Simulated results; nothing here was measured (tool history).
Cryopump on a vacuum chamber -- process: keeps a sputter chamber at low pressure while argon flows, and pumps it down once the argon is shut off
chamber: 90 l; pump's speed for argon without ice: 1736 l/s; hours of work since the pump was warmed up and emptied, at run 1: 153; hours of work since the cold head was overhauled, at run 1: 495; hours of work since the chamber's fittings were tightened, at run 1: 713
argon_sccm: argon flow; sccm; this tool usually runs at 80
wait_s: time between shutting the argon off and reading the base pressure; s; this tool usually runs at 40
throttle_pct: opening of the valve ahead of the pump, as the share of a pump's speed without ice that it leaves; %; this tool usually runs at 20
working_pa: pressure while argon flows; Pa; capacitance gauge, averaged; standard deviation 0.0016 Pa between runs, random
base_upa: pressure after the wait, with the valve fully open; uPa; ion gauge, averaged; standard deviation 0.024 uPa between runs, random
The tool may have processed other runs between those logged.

run    hour  argon_sccm  wait_s  throttle_pct  hours of work since the pump was warmed up and emptied  hours of work since the cold head was overhauled  hours of work since the chamber's fittings were tightened  working_pa  base_upa
  1     0.0          80      40            20                                                     153                                               495                                                        713      0.4000      1.39
  2    35.1          33      40            20                                                     169                                               510                                                        729      0.1651      1.38
  3    89.2          33      40            20                                                     193                                               535                                                        753      0.1661      1.38
  4   143.3          33      40            20                                                     217                                               559                                                        778      0.1677      1.44
  5   167.5          33      40            20                                                     228                                               570                                                        789      0.1660      1.51
  6   216.2          33      40            20                                                     250                                               592                                                        810      0.1676      1.53
  7   258.7          33      40            20                                                     269                                               611                                                        830      0.1688      1.41
  8   297.5          33      40            20                                                     286                                               628                                                        847      0.1672      1.51
  9   329.6          80     298            20                                                     301                                               642                                                        861      0.4096      0.89
      356.7  -- pump warmed up, emptied and cooled again
 10   386.5          42      40            20                                                      13                                               666                                                        885      0.2056      1.43
 11   432.2          42      40            20                                                      34                                               686                                                        905      0.2062      1.44
 12   474.1          42      40            20                                                      53                                               705                                                        924      0.2074      1.43
 13   509.3          42      40            20                                                      68                                               721                                                        940      0.2073      1.46
 14   536.6          42      40            20                                                      81                                               733                                                        952      0.2070      1.48
 15   590.5          80      40            20                                                     105                                               757                                                        976      0.3957      1.47
 16   637.8          94     240            59                                                     126                                               778                                                        997      0.1661      0.91
 17   694.4          94     224            33                                                     152                                               804                                                       1023      0.2890      1.03
 18   726.7          49     224            35                                                     166                                               818                                                       1037      0.1439      1.01
 19   783.2          60      32            35                                                     191                                               844                                                       1063      0.1760      1.83
 20   812.3          60      32            35                                                     204                                               857                                                       1076      0.1770      1.83
 21   839.6         124      32            19                                                     217                                               869                                                       1088      0.6552      1.82
 22   892.3         124      32            19                                                     240                                               893                                                       1112      0.6608      1.80
 23   923.1         124      32            19                                                     254                                               907                                                       1125      0.6599      1.86
 24   975.7          32      37            54                                                     278                                               930                                                       1149      0.0660      1.83
 25  1006.6          32      37            54                                                     292                                               944                                                       1163      0.0663      1.81
     1054.8  -- pump warmed up, emptied and cooled again
 26  1060.8          73      25            20                                                       3                                               966                                                       1185      0.3544      2.02
 27  1107.3          73      25            20                                                      24                                               987                                                       1206      0.3572      1.99
 28  1157.8          44     219            25                                                      46                                              1010                                                       1228      0.1726      0.96
 29  1186.7          98     137            50                                                      59                                              1023                                                       1241      0.1948      1.11
 30  1243.8          93      23            33                                                      85                                              1048                                                       1267      0.2819      2.21

Branching from run 30: 4 alternative next runs. What would each branch give?
  A  1295.5         130      23            33                                                     108                                              1071                                                       1290           ?         ?
  B  1295.5          35      40            29                                                     108                                              1071                                                       1290           ?         ?
  C  1295.5          80      56            20                                                     108                                              1071                                                       1290           ?         ?
  D  1295.5          93      42            36                                                     108                                              1071                                                       1290           ?         ?

run  working_pa  base_upa
  A      0.3940      2.24
  B      0.1198      1.76
  C      0.3956      1.43
  D      0.2593      1.70
Stripped of hidden state, with their random variation kept, the same runs would have yielded:
run  working_pa  base_upa
  A      0.3830      1.44
  B      0.1169      0.95
  C      0.3888      0.66
  D      0.2515      0.89

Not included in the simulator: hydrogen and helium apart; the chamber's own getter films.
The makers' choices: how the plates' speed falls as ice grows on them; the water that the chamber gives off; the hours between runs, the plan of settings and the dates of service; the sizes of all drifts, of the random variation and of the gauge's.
